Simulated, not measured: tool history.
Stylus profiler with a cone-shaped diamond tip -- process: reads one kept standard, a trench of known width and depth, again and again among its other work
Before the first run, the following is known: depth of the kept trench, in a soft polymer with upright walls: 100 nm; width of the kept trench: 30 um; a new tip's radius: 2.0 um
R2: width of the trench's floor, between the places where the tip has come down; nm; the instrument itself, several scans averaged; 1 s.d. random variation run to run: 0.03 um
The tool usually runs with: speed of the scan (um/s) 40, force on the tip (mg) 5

{"run": 1, "hour": 0.0, "speed of the scan (um/s)": 40, "force on the tip (mg)": 5, "depth of the trench (Å)": 1016.5, "R2": 28610}
{"run": 2, "hour": 40.4, "speed of the scan (um/s)": 40, "force on the tip (mg)": 5, "depth of the trench (Å)": 1016.4, "R2": 28590}
{"run": 3, "hour": 64.2, "speed of the scan (um/s)": 40, "force on the tip (mg)": 5, "depth of the trench (Å)": 1016.2, "R2": 28610}
{"run": 4, "hour": 102.4, "speed of the scan (um/s)": 40, "force on the tip (mg)": 6.59, "depth of the trench (Å)": 1019.7, "R2": 28580}
{"run": 5, "hour": 125.6, "speed of the scan (um/s)": 40, "force on the tip (mg)": 6.59, "depth of the trench (Å)": 1019.8, "R2": 28580}
{"run": 6, "hour": 179.5, "speed of the scan (um/s)": 40, "force on the tip (mg)": 6.59, "depth of the trench (Å)": 1019.8, "R2": 28590}
{"run": 7, "hour": 233.7, "speed of the scan (um/s)": 40, "force on the tip (mg)": 13.97, "depth of the trench (Å)": 1033, "R2": 28540}
{"run": 8, "hour": 273.6, "speed of the scan (um/s)": 40, "force on the tip (mg)": 13.97, "depth of the trench (Å)": 1033.2, "R2": 28580}
{"run": 9, "hour": 305.0, "speed of the scan (um/s)": 40, "force on the tip (mg)": 5, "depth of the trench (Å)": 1016, "R2": 28530}
{"run": 10, "hour": 351.5, "speed of the scan (um/s)": 40, "force on the tip (mg)": 5, "depth of the trench (Å)": 1016, "R2": 28570}
{"run": 11, "hour": 401.3, "speed of the scan (um/s)": 41, "force on the tip (mg)": 5, "depth of the trench (Å)": 1015.9, "R2": 28540}
{"run": 12, "hour": 436.2, "speed of the scan (um/s)": 156, "force on the tip (mg)": 8.05, "depth of the trench (Å)": 1022.5, "R2": 28320}
{"run": 13, "hour": 469.7, "speed of the scan (um/s)": 38, "force on the tip (mg)": 4.48, "depth of the trench (Å)": 1014.5, "R2": 28480}
{"run": 14, "hour": 519.9, "speed of the scan (um/s)": 40, "force on the tip (mg)": 5.08, "depth of the trench (Å)": 1016, "R2": 28520}
{"run": 15, "hour": 568.9, "speed of the scan (um/s)": 95, "force on the tip (mg)": 3.99, "depth of the trench (Å)": 1013.8, "R2": 28370}
{"run": 16, "hour": 619.6, "speed of the scan (um/s)": 20, "force on the tip (mg)": 6.52, "depth of the trench (Å)": 1019.2, "R2": 28550}

What will run 17 give?
{"run": 17, "hour": 649.3, "speed of the scan (um/s)": 74, "force on the tip (mg)": 13.76, "depth of the trench (Å)": "?", "R2": "?"}

{"run 17": {"depth of the trench (Å)": 1032.4, "R2": 28440}}
Were there no unlogged condition in the tool, this run, its random variation unchanged, would have produced depth of the trench (Å) 1033.6, R2 28620 nm.

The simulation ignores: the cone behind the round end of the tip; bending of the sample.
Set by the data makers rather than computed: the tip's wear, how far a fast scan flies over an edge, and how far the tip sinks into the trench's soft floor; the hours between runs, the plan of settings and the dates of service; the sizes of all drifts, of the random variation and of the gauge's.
